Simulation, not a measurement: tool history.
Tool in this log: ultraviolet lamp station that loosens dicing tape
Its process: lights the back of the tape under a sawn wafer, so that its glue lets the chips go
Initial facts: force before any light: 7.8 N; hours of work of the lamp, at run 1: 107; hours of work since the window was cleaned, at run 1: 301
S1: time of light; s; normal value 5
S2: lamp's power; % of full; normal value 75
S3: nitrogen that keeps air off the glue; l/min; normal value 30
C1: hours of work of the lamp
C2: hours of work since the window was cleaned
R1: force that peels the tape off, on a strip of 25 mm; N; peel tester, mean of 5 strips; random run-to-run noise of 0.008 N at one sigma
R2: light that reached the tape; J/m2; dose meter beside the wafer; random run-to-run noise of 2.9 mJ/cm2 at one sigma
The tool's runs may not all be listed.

run 1 hour=0 | S1=5 S2=75 S3=30 | C1=107 C2=301 | R1=0.446 R2=3730
run 2 hour=8.5 | S1=5 S2=75 S3=30 | C1=112 C2=306 | R1=0.418 R2=3660
run 3 hour=14.9 | S1=5 S2=94 S3=30 | C1=116 C2=310 | R1=0.228 R2=4600
run 4 hour=22.4 | S1=5 S2=75 S3=30 | C1=120 C2=314 | R1=0.429 R2=3670
run 5 hour=27.8 | S1=5 S2=75 S3=30 | C1=123 C2=317 | R1=0.438 R2=3640
run 6 hour=36 | S1=9 S2=75 S3=30 | C1=128 C2=322 | R1=0.073 R2=6560
run 7 hour=43.4 | S1=4 S2=75 S3=30 | C1=132 C2=326 | R1=0.741 R2=2890
run 8 hour=51.3 | S1=4 S2=75 S3=30 | C1=136 C2=330 | R1=0.762 R2=2910
run 9 hour=59.1 | S1=5 S2=76 S3=30 | C1=141 C2=335 | R1=0.432 R2=3730
run 10 hour=63.8 | S1=5 S2=76 S3=30 | C1=144 C2=338 | R1=0.422 R2=3700
run 11 hour=71.1 | S1=5 S2=76 S3=30 | C1=148 C2=342 | R1=0.435 R2=3700
run 12 hour=80.8 | S1=5 S2=76 S3=30 | C1=153 C2=347 | R1=0.429 R2=3650
run 13 hour=85.6 | S1=5 S2=76 S3=12 | C1=156 C2=350 | R1=1.013 R2=3660
run 14 hour=93.4 | S1=5 S2=72 S3=30 | C1=160 C2=354 | R1=0.519 R2=3460
run 15 hour=100.3 | S1=5 S2=72 S3=30 | C1=164 C2=358 | R1=0.516 R2=3460
run 16 hour=109.5 | S1=5 S2=72 S3=30 | C1=170 C2=364 | R1=0.52 R2=3460
run 17 hour=117.9 | S1=5 S2=91 S3=30 | C1=174 C2=368 | R1=0.277 R2=4380
run 18 hour=127.2 | S1=5 S2=91 S3=30 | C1=180 C2=374 | R1=0.278 R2=4370
run 19 hour=133.9 | S1=5 S2=91 S3=30 | C1=184 C2=378 | R1=0.281 R2=4290
run 20 hour=142.7 | S1=5 S2=91 S3=30 | C1=189 C2=383 | R1=0.28 R2=4320
run 21 hour=150.4 | S1=5 S2=75 S3=30 | C1=193 C2=387 | R1=0.467 R2=3520
run 22 hour=159.4 | S1=5 S2=75 S3=30 | C1=198 C2=392 | R1=0.509 R2=3520
run 23 hour=167.1 | S1=5 S2=75 S3=45 | C1=202 C2=396 | R1=0.34 R2=3580
run 24 hour=171.4 | S1=5 S2=63 S3=30 | C1=205 C2=399 | R1=0.735 R2=2940
run 25 hour=177 | S1=9 S2=72 S3=30 | C1=208 C2=402 | R1=0.103 R2=6050
run 26 hour=186 | S1=2 S2=77 S3=14 | C1=213 C2=407 | R1=3.374 R2=1450
run 27 hour=194.7 | S1=5 S2=68 S3=14 | C1=218 C2=412 | R1=1.219 R2=3150
run 28 hour=200.8 | S1=5 S2=75 S3=36 | C1=222 C2=416 | R1=0.429 R2=3450
run 29 hour=206.4 | S1=4 S2=60 S3=10 | C1=225 C2=419 | R1=2.412 R2=2230
run 30 hour=212.8 | S1=7 S2=78 S3=30 | C1=229 C2=423 | R1=0.182 R2=5080
run 31 hour=222.2 | S1=6 S2=82 S3=30 | C1=234 C2=428 | R1=0.238 R2=4580
run 32 hour=230.5 | S1=6 S2=82 S3=30 | C1=239 C2=433 | R1=0.236 R2=4560
run 33 hour=235.4 | S1=6 S2=71 S3=16 | C1=242 C2=435 | R1=0.663 R2=3910
run 34 hour=242 | S1=6 S2=63 S3=16 | C1=245 C2=439 | R1=0.921 R2=3500
run 35 hour=249.7 | S1=5 S2=75 S3=14 | C1=250 C2=444 | R1=1.017 R2=3450
run 36 hour=259 | S1=8 S2=90 S3=46 | C1=255 C2=449 | R1=0.065 R2=6630
run 37 hour=268.7 | S1=3 S2=89 S3=30 | C1=260 C2=454 | R1=1.12 R2=2460
run 38 hour=275.2 | S1=7 S2=64 S3=10 | C1=264 C2=458 | R1=0.951 R2=4070
run 39 hour=282.5 | S1=9 S2=63 S3=30 | C1=268 C2=462 | R1=0.169 R2=5110
run 40 hour=286.4 | S1=9 S2=63 S3=30 | C1=271 C2=465 | R1=0.167 R2=5100
run 41 hour=293.3 | S1=5 S2=79 S3=48 | C1=275 C2=469 | R1=0.313 R2=3630
run 42 hour=300.4 | S1=2 S2=73 S3=37 | C1=279 C2=473 | R1=2.49 R2=1290
run 43 hour=307.7 | S1=2 S2=73 S3=17 | C1=283 C2=477 | R1=3.375 R2=1300
run 44 hour=314.9 | S1=9 S2=84 S3=24 | C1=287 C2=481 | R1=0.097 R2=6840

Forecast each of these 4 alternatives for the next run:
run A hour=320.1 | S1=4 S2=75 S3=30 | C1=290 C2=484 | R1=? R2=?
run B hour=320.1 | S1=9 S2=80 S3=24 | C1=290 C2=484 | R1=? R2=?
run C hour=320.1 | S1=4 S2=76 S3=47 | C1=290 C2=484 | R1=? R2=?
run D hour=320.1 | S1=4 S2=77 S3=16 | C1=290 C2=484 | R1=? R2=?

run=A R1=0.913 R2=2670
run=B R1=0.114 R2=6390
run=C R1=0.623 R2=2690
run=D R1=1.381 R2=2810
Had the tool no hidden state, the same runs would have come out as:
run=A R1=0.566 R2=3300
run=B R1=0.072 R2=7900
run=C R1=0.361 R2=3330
run=D R1=0.929 R2=3470
